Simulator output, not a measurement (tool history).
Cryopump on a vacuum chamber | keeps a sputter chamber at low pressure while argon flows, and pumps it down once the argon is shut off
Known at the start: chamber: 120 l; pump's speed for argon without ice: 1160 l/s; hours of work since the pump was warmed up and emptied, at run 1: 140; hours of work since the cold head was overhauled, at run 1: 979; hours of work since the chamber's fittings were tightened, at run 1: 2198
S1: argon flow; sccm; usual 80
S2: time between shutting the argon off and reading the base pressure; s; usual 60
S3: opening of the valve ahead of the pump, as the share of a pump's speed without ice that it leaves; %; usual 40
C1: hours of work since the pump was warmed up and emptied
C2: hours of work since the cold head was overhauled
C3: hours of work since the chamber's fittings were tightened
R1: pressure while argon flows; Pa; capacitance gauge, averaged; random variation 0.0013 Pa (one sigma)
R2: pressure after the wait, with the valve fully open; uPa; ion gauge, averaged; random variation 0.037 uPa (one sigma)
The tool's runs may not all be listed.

run,day,S1,S2,S3,C1,C2,C3,R1,R2
1,0,80,60,40,140,979,2198,0.2962,5.27
2,2,80,217,40,178,1016,2235,0.2988,4.17
3,4.888,80,217,40,232,1071,2290,0.2973,4.12
4,6.275,80,60,40,259,1097,2316,0.2984,5.65
5,7.567,80,60,40,283,1122,2341,0.301,5.58
6,9.929,80,60,40,328,1166,2386,0.3011,5.64
# day 11.362: leaking fittings of the chamber tightened, without venting
7,11.7,80,60,40,360,1198,6,0.3026,2.11
8,14.638,80,60,40,415,1254,62,0.3008,2.19
9,15.929,80,60,40,440,1279,86,0.3026,2.15
10,17.742,80,60,35,474,1313,121,0.3415,2.28
11,19.5,80,60,18,507,1346,154,0.6591,2.29
12,21.217,80,34,33,540,1379,187,0.3662,3.64
13,23.571,80,34,33,585,1423,231,0.3676,3.8
14,25.667,80,34,33,624,1463,271,0.3712,3.9
15,27.908,102,52,19,667,1505,313,0.8082,2.83

Measured less the same run without the tool's hidden state. The same run-to-run variation is in both; the gauge's scatter may not be:
The hidden state here: pump's speed, % of a pump's without ice; cold plate's temperature, K; leak into the chamber, uPa l/s; drift of the gauge itself on working_pa, %; drift of the gauge itself on base_upa, %.
run,R1,R2
1,+0.0049,+3.27
2,+0.0056,+3.4
3,+0.0067,+3.38
4,+0.0072,+3.56
5,+0.0079,+3.57
6,+0.0089,+3.61
7,+0.0096,+0.04
8,+0.0106,+0.12
9,+0.0113,+0.15
10,+0.0119,+0.21
11,+0.0128,+0.27
12,+0.0134,+0.32
13,+0.0144,+0.39
14,+0.0155,+0.46
15,+0.0211,+0.53

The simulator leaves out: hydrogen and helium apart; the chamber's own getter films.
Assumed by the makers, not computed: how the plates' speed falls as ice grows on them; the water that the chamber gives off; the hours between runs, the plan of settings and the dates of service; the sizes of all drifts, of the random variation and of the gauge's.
